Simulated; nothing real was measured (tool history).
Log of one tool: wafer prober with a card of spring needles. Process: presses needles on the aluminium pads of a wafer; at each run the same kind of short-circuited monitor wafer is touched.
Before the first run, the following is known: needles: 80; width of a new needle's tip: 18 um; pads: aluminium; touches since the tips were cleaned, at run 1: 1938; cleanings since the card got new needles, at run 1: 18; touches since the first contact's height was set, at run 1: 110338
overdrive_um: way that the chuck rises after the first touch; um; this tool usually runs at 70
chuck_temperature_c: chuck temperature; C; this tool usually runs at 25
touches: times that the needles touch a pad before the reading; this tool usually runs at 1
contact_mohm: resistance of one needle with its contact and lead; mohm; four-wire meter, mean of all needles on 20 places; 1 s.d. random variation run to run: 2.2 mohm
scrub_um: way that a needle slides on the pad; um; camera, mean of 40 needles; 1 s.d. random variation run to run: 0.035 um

run	day	overdrive_um	chuck_temperature_c	touches	touches since the tips were cleaned	cleanings since the card got new needles	touches since the first contact's height was set	contact_mohm	scrub_um
1	0.000	70	25	1	1938	18	110338	246	15.27
# day 0.696: tips cleaned on abrasive film
2	1.583	70	61	1	4560	19	118446	251	15.29
# day 1.783: tips cleaned on abrasive film
# day 2.825: tips cleaned on abrasive film
3	3.108	70	102	1	1466	21	126240	265	15.29
# day 3.854: tips cleaned on abrasive film
# day 4.862: tips cleaned on abrasive film
4	4.862	70	25	1	0	23	135191	241	15.11
# day 6.000: tips cleaned on abrasive film
# day 7.012: tips cleaned on abrasive film
5	7.396	70	25	1	1964	25	148150	248	15.20
# day 8.133: tips cleaned on abrasive film
6	8.688	70	25	1	2840	26	154769	243	15.21
# day 9.262: tips cleaned on abrasive film
# day 10.442: tips cleaned on abrasive film
7	10.608	70	25	1	856	28	164593	243	15.18
# day 11.517: tips cleaned on abrasive film
8	11.804	70	25	1	1480	29	170703	243	15.15
# day 12.604: tips cleaned on abrasive film
# day 13.629: tips cleaned on abrasive film
9	14.250	70	25	1	3179	31	183207	246	15.23
# day 14.721: tips cleaned on abrasive film
10	15.454	70	25	1	3754	32	189371	246	15.17
# day 15.729: tips cleaned on abrasive film
# day 16.812: tips cleaned on abrasive film
11	16.883	70	53	1	355	34	196663	250	15.20
# day 17.558: height of the first contact set anew
# day 17.983: tips cleaned on abrasive film
# day 19.058: tips cleaned on abrasive film
12	19.154	70	30	1	478	36	8145	243	15.16
# day 20.146: tips cleaned on abrasive film
13	20.500	70	30	1	1826	37	15045	249	15.13
# day 21.275: tips cleaned on abrasive film
14	21.571	70	25	2	1520	38	20523	244	15.18
# day 22.279: tips cleaned on abrasive film
15	22.654	84	28	2	1931	39	26066	241	18.12
# day 23.300: tips cleaned on abrasive film
16	23.833	84	28	2	2736	40	32082	241	18.15
# day 24.358: tips cleaned on abrasive film
# day 25.458: tips cleaned on abrasive film
17	25.904	57	28	2	2275	42	42674	247	12.29
# day 26.604: tips cleaned on abrasive film
# day 27.617: tips cleaned on abrasive film
18	27.867	57	28	2	1284	44	52703	250	12.29
# day 28.625: tips cleaned on abrasive film
# day 29.712: tips cleaned on abrasive film
19	30.183	57	28	2	2430	46	64565	249	12.27
# day 30.933: tips cleaned on abrasive film
# day 32.042: tips cleaned on abrasive film
20	32.204	57	65	2	833	48	74901	256	12.22
# day 33.129: tips cleaned on abrasive film
# day 34.208: tips cleaned on abrasive film
21	34.208	70	25	1	0	50	85133	246	14.99

Alternative continuations, all from the tool just after run 21; predict every row:
# day 35.312: tips cleaned on abrasive film
A	36.142	59	113	3	4249	51	95039	?	?
# day 35.312: tips cleaned on abrasive film
B	36.142	70	25	1	4249	51	95039	?	?
# day 35.312: tips cleaned on abrasive film
C	36.142	70	64	2	4249	51	95039	?	?

run	contact_mohm	scrub_um
A	273	12.60
B	244	15.00
C	254	15.03
Stripped of hidden state, with their random variation kept, the same runs would have yielded:
run	contact_mohm	scrub_um
A	272	12.82
B	243	15.26
C	254	15.29
